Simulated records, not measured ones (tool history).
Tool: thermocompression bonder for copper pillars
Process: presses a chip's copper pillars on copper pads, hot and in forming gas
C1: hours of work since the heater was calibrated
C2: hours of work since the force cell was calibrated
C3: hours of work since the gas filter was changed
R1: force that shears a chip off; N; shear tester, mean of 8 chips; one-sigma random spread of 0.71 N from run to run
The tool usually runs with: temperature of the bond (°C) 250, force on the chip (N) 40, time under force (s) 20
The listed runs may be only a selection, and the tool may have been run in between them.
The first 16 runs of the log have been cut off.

{"run": 17, "day": 4.642, "temperature of the bond (°C)": 250, "force on the chip (N)": 40, "time under force (s)": 15, "C1": 817, "C2": 132, "C3": 264, "R1": 47.8}
{"run": 18, "day": 4.896, "temperature of the bond (°C)": 250, "force on the chip (N)": 24, "time under force (s)": 20, "C1": 821, "C2": 136, "C3": 268, "R1": 29.6}
{"run": 19, "day": 5.254, "temperature of the bond (°C)": 271, "force on the chip (N)": 40, "time under force (s)": 20, "C1": 827, "C2": 142, "C3": 274, "R1": 66.0}
{"run": 20, "day": 5.442, "temperature of the bond (°C)": 271, "force on the chip (N)": 29, "time under force (s)": 20, "C1": 830, "C2": 145, "C3": 277, "R1": 46.1}
{"run": 21, "day": 5.675, "temperature of the bond (°C)": 271, "force on the chip (N)": 29, "time under force (s)": 20, "C1": 834, "C2": 149, "C3": 281, "R1": 46.7}
{"run": 22, "day": 5.854, "temperature of the bond (°C)": 271, "force on the chip (N)": 29, "time under force (s)": 20, "C1": 837, "C2": 152, "C3": 284, "R1": 45.9}
{"run": 23, "day": 6.229, "temperature of the bond (°C)": 271, "force on the chip (N)": 29, "time under force (s)": 20, "C1": 843, "C2": 158, "C3": 290, "R1": 46.2}
{"run": 24, "day": 6.629, "temperature of the bond (°C)": 271, "force on the chip (N)": 56, "time under force (s)": 20, "C1": 849, "C2": 164, "C3": 296, "R1": 89.9}
{"run": 25, "day": 6.833, "temperature of the bond (°C)": 250, "force on the chip (N)": 27, "time under force (s)": 20, "C1": 852, "C2": 167, "C3": 300, "R1": 33.8}
{"run": 26, "day": 7.0, "temperature of the bond (°C)": 250, "force on the chip (N)": 27, "time under force (s)": 20, "C1": 855, "C2": 170, "C3": 302, "R1": 33.7}
{"run": 27, "day": 7.383, "temperature of the bond (°C)": 250, "force on the chip (N)": 40, "time under force (s)": 17, "C1": 861, "C2": 176, "C3": 308, "R1": 51.6}
{"run": 28, "day": 7.646, "temperature of the bond (°C)": 250, "force on the chip (N)": 40, "time under force (s)": 17, "C1": 865, "C2": 180, "C3": 313, "R1": 51.1}
{"run": 29, "day": 7.933, "temperature of the bond (°C)": 235, "force on the chip (N)": 40, "time under force (s)": 20, "C1": 870, "C2": 185, "C3": 317, "R1": 46.9}
{"run": 30, "day": 8.158, "temperature of the bond (°C)": 250, "force on the chip (N)": 35, "time under force (s)": 17, "C1": 874, "C2": 189, "C3": 321, "R1": 44.2}
{"day": 8.292, "done": "forming gas filter changed"}
{"run": 31, "day": 8.375, "temperature of the bond (°C)": 250, "force on the chip (N)": 32, "time under force (s)": 11, "C1": 877, "C2": 192, "C3": 1, "R1": 32.9}
{"run": 32, "day": 8.575, "temperature of the bond (°C)": 226, "force on the chip (N)": 59, "time under force (s)": 37, "C1": 880, "C2": 195, "C3": 5, "R1": 80.0}
{"run": 33, "day": 8.775, "temperature of the bond (°C)": 253, "force on the chip (N)": 54, "time under force (s)": 20, "C1": 883, "C2": 198, "C3": 8, "R1": 79.6}
{"run": 34, "day": 9.112, "temperature of the bond (°C)": 235, "force on the chip (N)": 40, "time under force (s)": 23, "C1": 889, "C2": 204, "C3": 13, "R1": 49.6}
{"run": 35, "day": 9.317, "temperature of the bond (°C)": 250, "force on the chip (N)": 51, "time under force (s)": 20, "C1": 892, "C2": 207, "C3": 16, "R1": 71.7}
{"run": 36, "day": 9.488, "temperature of the bond (°C)": 264, "force on the chip (N)": 28, "time under force (s)": 20, "C1": 895, "C2": 210, "C3": 19, "R1": 42.2}
{"run": 37, "day": 9.858, "temperature of the bond (°C)": 264, "force on the chip (N)": 27, "time under force (s)": 19, "C1": 901, "C2": 216, "C3": 25, "R1": 40.2}
{"run": 38, "day": 10.146, "temperature of the bond (°C)": 258, "force on the chip (N)": 31, "time under force (s)": 15, "C1": 905, "C2": 220, "C3": 30, "R1": 41.4}
{"run": 39, "day": 10.454, "temperature of the bond (°C)": 258, "force on the chip (N)": 31, "time under force (s)": 15, "C1": 910, "C2": 225, "C3": 35, "R1": 39.9}
{"run": 40, "day": 10.621, "temperature of the bond (°C)": 258, "force on the chip (N)": 31, "time under force (s)": 15, "C1": 913, "C2": 228, "C3": 37, "R1": 40.7}

Here are 3 independent what-if runs from the current tool condition. What would each one return?
{"run": "A", "day": 10.988, "temperature of the bond (°C)": 258, "force on the chip (N)": 31, "time under force (s)": 11, "C1": 919, "C2": 234, "C3": 43, "R1": "?"}
{"run": "B", "day": 10.988, "temperature of the bond (°C)": 250, "force on the chip (N)": 26, "time under force (s)": 20, "C1": 919, "C2": 234, "C3": 43, "R1": "?"}
{"run": "C", "day": 10.988, "temperature of the bond (°C)": 256, "force on the chip (N)": 46, "time under force (s)": 22, "C1": 919, "C2": 234, "C3": 43, "R1": "?"}

run=A R1=35.6
run=B R1=32.7
run=C R1=69.1
Without the tool's unlogged condition, the same runs would have read:
run=A R1=32.4
run=B R1=29.5
run=C R1=63.9
